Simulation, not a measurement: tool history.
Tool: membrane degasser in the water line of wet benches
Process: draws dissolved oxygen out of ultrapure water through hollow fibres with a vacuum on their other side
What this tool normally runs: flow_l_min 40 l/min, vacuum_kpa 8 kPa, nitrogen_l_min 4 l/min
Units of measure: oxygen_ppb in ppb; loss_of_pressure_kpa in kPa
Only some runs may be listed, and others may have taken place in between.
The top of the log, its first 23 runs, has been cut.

-- hour=1248.1 vacuum gauge calibrated
run 24 hour=1323.7 | flow_l_min=45 vacuum_kpa=8.67 nitrogen_l_min=2.02 | oxygen_ppb=321.1 loss_of_pressure_kpa=56.19
run 25 hour=1363 | flow_l_min=45 vacuum_kpa=8.67 nitrogen_l_min=2.02 | oxygen_ppb=321.3 loss_of_pressure_kpa=56.65
run 26 hour=1443.8 | flow_l_min=30 vacuum_kpa=8 nitrogen_l_min=9.84 | oxygen_ppb=56.9 loss_of_pressure_kpa=37.56
run 27 hour=1528.4 | flow_l_min=30 vacuum_kpa=11.09 nitrogen_l_min=1.92 | oxygen_ppb=299.7 loss_of_pressure_kpa=37.7
run 28 hour=1577.9 | flow_l_min=40 vacuum_kpa=17.17 nitrogen_l_min=4 | oxygen_ppb=364.6 loss_of_pressure_kpa=50.25
run 29 hour=1659.5 | flow_l_min=37 vacuum_kpa=8 nitrogen_l_min=4 | oxygen_ppb=145.2 loss_of_pressure_kpa=46.69
run 30 hour=1739 | flow_l_min=37 vacuum_kpa=6.73 nitrogen_l_min=4 | oxygen_ppb=116.4 loss_of_pressure_kpa=46.24
-- hour=1746.8 vacuum gauge calibrated, once more
run 31 hour=1775.3 | flow_l_min=37 vacuum_kpa=13.23 nitrogen_l_min=4 | oxygen_ppb=255 loss_of_pressure_kpa=46.23
run 32 hour=1824.5 | flow_l_min=25 vacuum_kpa=8 nitrogen_l_min=2.15 | oxygen_ppb=140 loss_of_pressure_kpa=31.69
run 33 hour=1890.9 | flow_l_min=50 vacuum_kpa=10.07 nitrogen_l_min=4 | oxygen_ppb=272.9 loss_of_pressure_kpa=63.26

Below are 3 alternative next runs, each starting from the tool's condition after run 33. Predict each:
run A hour=1945.7 | flow_l_min=50 vacuum_kpa=8.73 nitrogen_l_min=4 | oxygen_ppb=? loss_of_pressure_kpa=?
run B hour=1945.7 | flow_l_min=46 vacuum_kpa=5.62 nitrogen_l_min=3.51 | oxygen_ppb=? loss_of_pressure_kpa=?
run C hour=1945.7 | flow_l_min=24 vacuum_kpa=8.98 nitrogen_l_min=7.16 | oxygen_ppb=? loss_of_pressure_kpa=?

run=A oxygen_ppb=228 loss_of_pressure_kpa=63.15
run=B oxygen_ppb=134 loss_of_pressure_kpa=57.71
run=C oxygen_ppb=58.4 loss_of_pressure_kpa=30.12
Had the tool no hidden state, the same runs would have come out as:
run=A oxygen_ppb=218.7 loss_of_pressure_kpa=61.62
run=B oxygen_ppb=126 loss_of_pressure_kpa=56.31
run=C oxygen_ppb=55.9 loss_of_pressure_kpa=29.38
